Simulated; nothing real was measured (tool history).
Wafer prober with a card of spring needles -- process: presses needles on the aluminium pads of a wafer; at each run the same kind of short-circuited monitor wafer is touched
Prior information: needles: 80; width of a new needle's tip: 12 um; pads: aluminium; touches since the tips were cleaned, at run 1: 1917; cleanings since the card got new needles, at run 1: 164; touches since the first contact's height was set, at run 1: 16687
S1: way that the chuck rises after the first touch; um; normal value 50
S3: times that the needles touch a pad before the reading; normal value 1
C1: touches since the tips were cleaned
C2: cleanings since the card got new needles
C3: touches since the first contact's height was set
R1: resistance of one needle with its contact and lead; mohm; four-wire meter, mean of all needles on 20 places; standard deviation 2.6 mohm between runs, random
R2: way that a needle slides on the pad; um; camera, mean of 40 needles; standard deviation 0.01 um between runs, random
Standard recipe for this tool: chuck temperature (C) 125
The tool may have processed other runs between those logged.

Run 1, hour 0: usual settings; C1 1917; C2 164; C3 16687. Result: R1 323 mohm, R2 12.651 um.
At hour 12.5: tips cleaned on abrasive film.
At hour 28.1: tips cleaned on abrasive film.
Run 2, hour 28.2: usual settings; C1 55; C2 166; C3 35092. Result: R1 304 mohm, R2 12.618 um.
At hour 43.4: tips cleaned on abrasive film.
Run 3, hour 53.2: usual settings; C1 6438; C2 167; C3 51443. Result: R1 337 mohm, R2 12.612 um.
At hour 59.1: tips cleaned on abrasive film.
At hour 72.1: tips cleaned on abrasive film.
At hour 72.4: height of the first contact set anew.
At hour 85.3: tips cleaned on abrasive film.
Run 4, hour 85.3: usual settings; C1 0; C2 170; C3 8444. Result: R1 296 mohm, R2 12.67 um.
At hour 101.5: tips cleaned on abrasive film.
At hour 114.4: tips cleaned on abrasive film.
Run 5, hour 125.3: usual settings; C1 7175; C2 172; C3 34608. Result: R1 339 mohm, R2 12.651 um.
At hour 128.3: tips cleaned on abrasive film.
At hour 141.3: tips cleaned on abrasive film.
At hour 157: tips cleaned on abrasive film.
At hour 169.9: tips cleaned on abrasive film.
At hour 170.2: height of the first contact set anew.
At hour 184.2: tips cleaned on abrasive film.
Run 6, hour 184.2: usual settings but chuck temperature (C) 47; C1 0; C2 177; C3 9124. Result: R1 282 mohm, R2 12.685 um.
At hour 199.9: tips cleaned on abrasive film.
At hour 212.9: tips cleaned on abrasive film.
At hour 227.7: tips cleaned on abrasive film.
Run 7, hour 227.7: usual settings but chuck temperature (C) 47; C1 0; C2 180; C3 37521. Result: R1 279 mohm, R2 12.614 um.
At hour 243.1: tips cleaned on abrasive film.
At hour 258.7: tips cleaned on abrasive film.
At hour 267.9: height of the first contact set anew.
At hour 274.4: tips cleaned on abrasive film.
Run 8, hour 279.9: usual settings but S1 39 um, chuck temperature (C) 67, S3 3; C1 3580; C2 183; C3 7800. Result: R1 306 mohm, R2 9.885 um.
At hour 289.6: tips cleaned on abrasive film.
At hour 305.2: tips cleaned on abrasive film.
At hour 321.4: tips cleaned on abrasive film.
At hour 336.9: tips cleaned on abrasive film.
Run 9, hour 339.2: usual settings but S1 30 um; C1 1492; C2 187; C3 46525. Result: R1 370 mohm, R2 7.539 um.
At hour 351.4: tips cleaned on abrasive film.
At hour 366.8: tips cleaned on abrasive film.
At hour 367.1: height of the first contact set anew.
Run 10, hour 377.3: usual settings but S1 30 um; C1 6713; C2 189; C3 6713. Result: R1 412 mohm, R2 7.613 um.
At hour 380.6: tips cleaned on abrasive film.
At hour 396.3: tips cleaned on abrasive film.
At hour 411.1: tips cleaned on abrasive film.
Run 11, hour 411.1: usual settings but S1 30 um, chuck temperature (C) 37; C1 0; C2 192; C3 28696. Result: R1 293 mohm, R2 7.568 um.
At hour 426.6: tips cleaned on abrasive film.
At hour 442.5: tips cleaned on abrasive film.
Run 12, hour 453.1: usual settings but S1 30 um, chuck temperature (C) 37; C1 6965; C2 194; C3 56185. Result: R1 404 mohm, R2 7.541 um.

For each entry between runs, how does the tool's hidden state at the last listed run before it compare with that at the first listed run after it?
Logged between run 1 and run 2: tips cleaned on abrasive film (hour 12.5); tips cleaned on abrasive film (hour 28.1)
  debris on the tips, nm: 97.3 -> 17.7; way that the needles fall short of the set height, um: 0.1 -> 0.19; tips' diameter, um: 14.84 -> 14.87
  difference, measured minus the result without the unlogged condition, R1: +27 -> +5 mohm; R2: -0.026 -> -0.048 um
Logged between run 2 and run 3: tips cleaned on abrasive film (hour 43.4)
  debris on the tips, nm: 17.7 -> 146.6; way that the needles fall short of the set height, um: 0.19 -> 0.24; tips' diameter, um: 14.87 -> 14.89
  difference, measured minus the result without the unlogged condition, R1: +5 -> +41 mohm; R2: -0.048 -> -0.06 um
Logged between run 3 and run 4: tips cleaned on abrasive film (hour 59.1); tips cleaned on abrasive film (hour 72.1); height of the first contact set anew (hour 72.4); tips cleaned on abrasive film (hour 85.3)
  debris on the tips, nm: 146.6 -> 7; way that the needles fall short of the set height, um: 0.24 -> 0.06; tips' diameter, um: 14.89 -> 14.94
  difference, measured minus the result without the unlogged condition, R1: +41 -> +3 mohm; R2: -0.06 -> -0.014 um
Logged between run 4 and run 5: tips cleaned on abrasive film (hour 101.5); tips cleaned on abrasive film (hour 114.4)
  debris on the tips, nm: 7 -> 148.3; way that the needles fall short of the set height, um: 0.06 -> 0.13; tips' diameter, um: 14.94 -> 14.97
  difference, measured minus the result without the unlogged condition, R1: +3 -> +42 mohm; R2: -0.014 -> -0.033 um
Logged between run 5 and run 6: tips cleaned on abrasive film (hour 128.3); tips cleaned on abrasive film (hour 141.3); tips cleaned on abrasive film (hour 157); tips cleaned on abrasive film (hour 169.9); height of the first contact set anew (hour 170.2); tips cleaned on abrasive film (hour 184.2)
  debris on the tips, nm: 148.3 -> 11.5; way that the needles fall short of the set height, um: 0.13 -> 0.05; tips' diameter, um: 14.97 -> 15.05
  difference, measured minus the result without the unlogged condition, R1: +42 -> +5 mohm; R2: -0.033 -> -0.013 um
Logged between run 6 and run 7: tips cleaned on abrasive film (hour 199.9); tips cleaned on abrasive film (hour 212.9); tips cleaned on abrasive film (hour 227.7)
  debris on the tips, nm: 11.5 -> 14.4; way that the needles fall short of the set height, um: 0.05 -> 0.22; tips' diameter, um: 15.05 -> 15.11
  difference, measured minus the result without the unlogged condition, R1: +5 -> +6 mohm; R2: -0.013 -> -0.056 um
Logged between run 7 and run 8: tips cleaned on abrasive film (hour 243.1); tips cleaned on abrasive film (hour 258.7); height of the first contact set anew (hour 267.9); tips cleaned on abrasive film (hour 274.4)
  debris on the tips, nm: 14.4 -> 132; way that the needles fall short of the set height, um: 0.22 -> 0.05; tips' diameter, um: 15.11 -> 15.17
  difference, measured minus the result without the unlogged condition, R1: +6 -> +26 mohm; R2: -0.056 -> -0.013 um
Logged between run 8 and run 9: tips cleaned on abrasive film (hour 289.6); tips cleaned on abrasive film (hour 305.2); tips cleaned on abrasive film (hour 321.4); tips cleaned on abrasive film (hour 336.9)
  debris on the tips, nm: 132 -> 84.1; way that the needles fall short of the set height, um: 0.05 -> 0.23; tips' diameter, um: 15.17 -> 15.23
  difference, measured minus the result without the unlogged condition, R1: +26 -> +66 mohm; R2: -0.013 -> -0.059 um
Logged between run 9 and run 10: tips cleaned on abrasive film (hour 351.4); tips cleaned on abrasive film (hour 366.8); height of the first contact set anew (hour 367.1)
  debris on the tips, nm: 84.1 -> 149.6; way that the needles fall short of the set height, um: 0.23 -> 0; tips' diameter, um: 15.23 -> 15.27
  difference, measured minus the result without the unlogged condition, R1: +66 -> +111 mohm; R2: -0.059 -> +0 um
Logged between run 10 and run 11: tips cleaned on abrasive film (hour 380.6); tips cleaned on abrasive film (hour 396.3); tips cleaned on abrasive film (hour 411.1)
  debris on the tips, nm: 149.6 -> 15.9; way that the needles fall short of the set height, um: 0 -> 0.15; tips' diameter, um: 15.27 -> 15.33
  difference, measured minus the result without the unlogged condition, R1: +111 -> +17 mohm; R2: +0 -> -0.039 um
Logged between run 11 and run 12: tips cleaned on abrasive film (hour 426.6); tips cleaned on abrasive film (hour 442.5)
  debris on the tips, nm: 15.9 -> 148.7; way that the needles fall short of the set height, um: 0.15 -> 0.25; tips' diameter, um: 15.33 -> 15.36
  difference, measured minus the result without the unlogged condition, R1: +17 -> +129 mohm; R2: -0.039 -> -0.065 um

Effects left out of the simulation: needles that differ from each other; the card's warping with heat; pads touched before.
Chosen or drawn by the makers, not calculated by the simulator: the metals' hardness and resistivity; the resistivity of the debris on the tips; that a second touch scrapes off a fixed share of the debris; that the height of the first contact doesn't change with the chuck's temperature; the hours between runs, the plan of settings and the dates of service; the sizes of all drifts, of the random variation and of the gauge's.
